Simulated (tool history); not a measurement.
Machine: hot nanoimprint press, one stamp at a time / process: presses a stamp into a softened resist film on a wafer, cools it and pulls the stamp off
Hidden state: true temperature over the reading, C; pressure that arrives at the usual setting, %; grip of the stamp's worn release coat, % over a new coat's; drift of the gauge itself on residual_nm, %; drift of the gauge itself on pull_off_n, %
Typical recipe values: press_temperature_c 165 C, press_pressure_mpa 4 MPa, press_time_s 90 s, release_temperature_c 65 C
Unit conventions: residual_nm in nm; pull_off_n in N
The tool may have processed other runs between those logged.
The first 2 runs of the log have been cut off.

run	hour	press_temperature_c	press_pressure_mpa	press_time_s	release_temperature_c	hours of work since the thermocouple was calibrated	imprints on the stamp's release coat	hours of work since the press's seals were changed	residual_nm	pull_off_n
3	97.8	165	4	90	65	70	241	414	126.4	231
4	133.8	165	4	90	65	90	310	434	126	233
5	204.2	165	4	90	65	128	443	473	129	235
6	274.5	165	4	90	65	167	577	511	129.6	245
7	339	165	4	90	65	203	699	547	128	249
8	371.8	165	4	90	65	221	762	565	129.1	254
9	408.3	165	4	90	65	241	831	585	133.1	254
10	448.8	165	4	90	65	263	908	607	131.8	263
11	493	165	4	90	65	287	992	632	131.1	287
12	540.5	165	4	90	65	314	1082	658	131.1	277
# hour 617: stamp cleaned and given a new release coat
13	622.3	165	4	90	65	355	10	700	135.9	219
14	656.6	165	4	90	65	374	75	718	131.7	226
15	735.9	165	4	90	65	418	226	762	135.3	244
# hour 751.2: press's hydraulic seals changed and the load cell set to zero
16	782.4	165	4	90	65	439	299	17	135.3	230
17	860.9	163	3.45	47	68	482	448	60	199.4	232
18	893.8	163	3.45	47	68	500	510	79	202.3	237
# hour 920.9: plate thermocouple calibrated
19	938.5	154	4.99	69	65	10	589	102	204	246
20	1015.7	165	3.48	78	65	52	736	144	142.8	256
21	1072.9	158	3.92	171	62	84	845	176	140.5	290
22	1108.3	165	3.02	59	64	103	912	195	170.3	269
23	1144.8	165	3.02	59	64	123	981	215	175	277
24	1217.1	165	3.54	59	58	163	1119	255	162.4	337

Run 25 is up next; what results do you expect?
# hour 1279.9: stamp cleaned and given a new release coat
25	1290.6	164	4	90	65	200	21	292	?	?

residual_nm: 136.1 nm
pull_off_n: 227 N
With no hidden state in the tool, this same run would have given residual_nm 128.5 nm, pull_off_n 219 N.
